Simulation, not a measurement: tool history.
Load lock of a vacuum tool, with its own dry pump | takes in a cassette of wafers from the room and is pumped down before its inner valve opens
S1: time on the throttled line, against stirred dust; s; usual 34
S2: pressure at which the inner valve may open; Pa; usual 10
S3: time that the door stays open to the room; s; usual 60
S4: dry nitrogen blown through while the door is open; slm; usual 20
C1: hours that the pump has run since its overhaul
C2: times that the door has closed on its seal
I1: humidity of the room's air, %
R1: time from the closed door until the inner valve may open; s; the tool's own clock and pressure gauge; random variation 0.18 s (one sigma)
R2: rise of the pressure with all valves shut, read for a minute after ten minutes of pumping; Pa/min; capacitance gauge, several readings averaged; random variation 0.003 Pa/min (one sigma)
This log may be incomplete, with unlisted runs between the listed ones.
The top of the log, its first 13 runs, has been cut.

Run 14, hour 997.3: usual settings; C1 4099; C2 12316; I1 47.1. Result: R1 56.4 s, R2 0.092 Pa/min.
Run 15, hour 1053.7: usual settings but S2 11 Pa; C1 4155; C2 12560; I1 43.1. Result: R1 56.1 s, R2 0.090 Pa/min.
Run 16, hour 1158.7: usual settings but S2 11 Pa; C1 4260; C2 13014; I1 44.4. Result: R1 55.7 s, R2 0.096 Pa/min.
Run 17, hour 1264.8: usual settings but S2 11 Pa; C1 4366; C2 13473; I1 43.4. Result: R1 56.1 s, R2 0.090 Pa/min.
Run 18, hour 1362.8: usual settings but S2 11 Pa; C1 4464; C2 13897; I1 45.6. Result: R1 55.9 s, R2 0.103 Pa/min.
Run 19, hour 1414.7: usual settings but S2 11 Pa; C1 4516; C2 14121; I1 44.6. Result: R1 56.1 s, R2 0.100 Pa/min.
Run 20, hour 1476.7: usual settings but S1 32 s, S2 11 Pa, S3 200 s; C1 4578; C2 14389; I1 47.9. Result: R1 54.5 s, R2 0.148 Pa/min.
Run 21, hour 1534.4: usual settings but S1 32 s, S2 11 Pa, S3 200 s; C1 4636; C2 14639; I1 44.2. Result: R1 54.4 s, R2 0.142 Pa/min.
Run 22, hour 1601.1: usual settings but S1 68 s; C1 4703; C2 14927; I1 49.7. Result: R1 84.6 s, R2 0.107 Pa/min.

Run 23 is up next; what results do you expect?
Run 23, hour 1646.0: usual settings but S3 123 s; C1 4748; C2 15121; I1 41.8. Result: R1 ?, R2 ?.

R1: 56.1 s
R2: 0.123 Pa/min
Were there no unlogged condition in the tool, this run, its random variation unchanged, would have produced R1 55.7 s, R2 0.066 Pa/min.

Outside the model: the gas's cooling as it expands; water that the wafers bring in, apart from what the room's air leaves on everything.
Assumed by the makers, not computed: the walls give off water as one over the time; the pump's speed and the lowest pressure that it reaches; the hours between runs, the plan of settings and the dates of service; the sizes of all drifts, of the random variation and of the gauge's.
